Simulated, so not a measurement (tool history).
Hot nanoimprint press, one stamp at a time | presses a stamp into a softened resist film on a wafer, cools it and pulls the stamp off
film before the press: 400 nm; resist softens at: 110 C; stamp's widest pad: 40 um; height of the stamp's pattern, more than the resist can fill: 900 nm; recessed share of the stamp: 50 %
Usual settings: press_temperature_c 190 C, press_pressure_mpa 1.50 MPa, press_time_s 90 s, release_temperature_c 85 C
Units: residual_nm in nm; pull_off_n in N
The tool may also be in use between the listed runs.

run	day	press_temperature_c	press_pressure_mpa	press_time_s	release_temperature_c	residual_nm	pull_off_n
1	0.000	190	1.50	90	85	140.1	192.5
2	2.088	190	1.50	84	85	145.2	193.7
3	4.779	190	1.50	84	85	144.5	193.7
4	7.892	190	1.50	90	85	140.7	194.6
5	10.812	190	1.50	90	85	141.2	192.7
# day 13.258: plate thermocouple calibrated
# day 13.962: stamp cleaned and given a new release coat
6	14.146	190	1.50	90	85	141.0	193.0
7	16.333	190	1.50	88	85	142.6	193.6
8	19.417	190	1.50	88	85	143.0	192.9
9	22.017	180	1.50	88	85	228.4	194.0
10	24.000	180	1.50	88	85	229.0	191.4
11	27.412	180	1.50	88	85	226.1	191.7
# day 29.621: stamp cleaned and given a new release coat
12	30.883	190	1.50	90	85	141.5	191.4
13	34.312	190	1.50	55	85	172.8	191.8
14	36.183	190	1.50	55	85	173.4	192.2
15	37.658	190	1.50	55	85	172.8	191.3
16	39.392	194	1.43	66	85	134.4	192.6
17	40.788	197	1.10	66	85	133.6	190.8
18	43.346	182	1.08	46	93	281.9	151.1
# day 45.329: stamp cleaned and given a new release coat
# day 46.662: press's hydraulic seals changed and the load cell set to zero
19	46.779	188	1.00	55	77	221.9	230.9
20	50.108	188	1.00	55	77	221.8	231.2
21	52.692	188	1.00	55	77	221.2	230.7
22	54.742	190	1.50	90	84	140.8	195.1
# day 55.362: plate thermocouple calibrated
23	57.433	190	1.50	90	90	141.4	165.9
24	59.129	190	1.50	90	90	142.3	165.0
25	61.058	188	0.99	90	90	186.9	165.3
# day 61.500: stamp cleaned and given a new release coat
26	63.862	188	0.99	90	90	187.3	165.6
27	66.025	190	1.50	57	85	169.8	189.9
# day 66.667: gauge calibrated
28	67.979	188	1.50	65	79	178.6	224.8
29	70.525	202	1.50	90	73	79.7	255.2
30	73.162	190	1.72	90	87	132.6	183.4

The same runs without the tool's hidden state, with the same run-to-run variation:
The hidden state here: true temperature over the reading, C; pressure that arrives at the usual setting, %; grip of the stamp's worn release coat, % over a new coat's; drift of the gauge itself on residual_nm, %; drift of the gauge itself on pull_off_n, %.
run	pull_off_n
1	192.7
2	194.1
3	194.1
4	195.1
5	193.3
6	193.8
7	194.5
8	193.9
9	195.0
10	192.6
11	192.9
12	193.4
13	193.9
14	194.4
15	193.5
16	194.9
17	193.1
18	153.1
19	234.6
20	235.1
21	234.6
22	198.6
23	168.5
24	167.7
25	168.0
26	169.0
27	193.8
28	224.8
29	255.2
30	183.6
residual_nm: within 0.7 nm of the measured result in every run.

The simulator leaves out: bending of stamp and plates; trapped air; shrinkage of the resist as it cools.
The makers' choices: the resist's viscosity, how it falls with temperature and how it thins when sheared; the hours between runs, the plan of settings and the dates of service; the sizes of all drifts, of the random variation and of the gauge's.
